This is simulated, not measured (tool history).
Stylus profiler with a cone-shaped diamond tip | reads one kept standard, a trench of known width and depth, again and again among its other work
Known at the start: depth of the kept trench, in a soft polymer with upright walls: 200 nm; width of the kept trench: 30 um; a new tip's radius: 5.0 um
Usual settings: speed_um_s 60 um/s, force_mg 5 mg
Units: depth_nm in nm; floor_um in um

run	hour	speed_um_s	force_mg	depth_nm	floor_um
1	0	60	5	204.99	26.52
2	51.7	60	5	205.14	26.38
3	112.9	60	5	205.09	26.5
4	185.7	60	3.8	204.5	26.43
5	243.1	60	3.8	204.31	26.38
6	299.1	60	3.8	204.44	26.42
7	346.1	60	3.8	204.23	26.39
8	384.4	60	3.8	204.43	26.39
9	449.2	42	5	205.24	26.51
10	486.5	42	5	205.19	26.52
11	528.5	160	5	205.28	26.06
12	574.9	160	5	205.26	26.01
13	626.2	160	13.77	209.39	26.26
14	663.4	34	5	205.26	26.46
15	732.4	34	5	205.16	26.47
16	802	34	5	205.26	26.46
17	846.3	34	5	205.26	26.47
18	890.2	34	5	205.26	26.39
19	961.4	210	9.96	207.85	25.95
20	1000.9	210	7.86	206.71	25.9
21	1062.7	174	6.51	206.22	25.95
22	1136.3	174	6.51	206.06	25.93
23	1197.3	174	6.51	206.17	25.84
24	1244.7	174	6.51	206.13	25.9
25	1294.5	60	8.03	206.96	26.34
26	1370.8	60	8.03	207.03	26.24
27	1428.8	60	8.03	207.1	26.33
28	1481.8	52	4.64	205.18	26.3
29	1521.4	60	10.3	208.23	26.31
30	1574.8	43	7.96	207.11	26.3
31	1640.1	21	8.48	207.21	26.35

3 ways to go on from here, each from the tool as it stands after run 31. What would each give?
A	1694.5	29	2.5	?	?
B	1694.5	60	1.71	?	?
C	1694.5	114	2.03	?	?

run	depth_nm	floor_um
A	203.75	26.22
B	203.19	26.03
C	203.48	25.76
Without the tool's hidden state the same runs would have given:
run	depth_nm	floor_um
A	202.62	26.99
B	202.06	26.8
C	202.35	26.53
